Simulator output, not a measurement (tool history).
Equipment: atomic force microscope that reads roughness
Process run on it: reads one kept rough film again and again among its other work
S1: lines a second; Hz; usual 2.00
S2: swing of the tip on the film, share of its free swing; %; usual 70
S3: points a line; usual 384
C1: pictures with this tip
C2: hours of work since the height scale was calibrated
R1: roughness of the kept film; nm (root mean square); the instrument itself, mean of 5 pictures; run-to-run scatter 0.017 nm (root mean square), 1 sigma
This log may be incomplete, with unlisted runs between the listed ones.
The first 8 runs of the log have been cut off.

run   hour    S1  S2   S3   C1    C2     R1
  9  226.5  2.00  70  591   96   719  4.000
 10  260.9  2.00  70  591  167   745  3.956
 11  278.8  2.00  70  384  205   759  3.913
 12  312.0  2.00  70  384  274   784  3.849
 13  333.8  2.00  70  482  320   800  3.790
     359.6  -- new tip fitted
 14  371.0  2.00  70  482   24   828  4.040
 15  409.6  2.00  70  482  105   857  3.954
 16  438.3  1.76  70  384  165   879  3.943
 17  459.0  1.76  70  384  208   895  3.911
 18  485.3  1.76  70  384  263   914  3.878
 19  520.4  1.76  70  384  336   941  3.827
     539.9  -- new tip fitted
 20  540.3  2.00  70  673    1   956  4.053
 21  571.4  2.00  70  384   66   979  3.987
 22  606.4  2.00  70  384  139  1006  3.951
 23  624.1  2.00  70  384  176  1019  3.913
 24  645.1  3.07  70  384  220  1035  3.771
 25  679.0  3.07  70  384  291  1061  3.708
     682.4  -- height scale calibrated on a step standard
     722.2  -- new tip fitted
 26  722.2  2.00  70  979    0    30  4.039

Run 27 comes next. What will it give?
 27  759.3  2.86  70  522  78  58   ?

Run 27 gave R1 3.889 nm (root mean square).
Had the tool carried no hidden state, the very same run would have given R1 4.047 nm (root mean square).

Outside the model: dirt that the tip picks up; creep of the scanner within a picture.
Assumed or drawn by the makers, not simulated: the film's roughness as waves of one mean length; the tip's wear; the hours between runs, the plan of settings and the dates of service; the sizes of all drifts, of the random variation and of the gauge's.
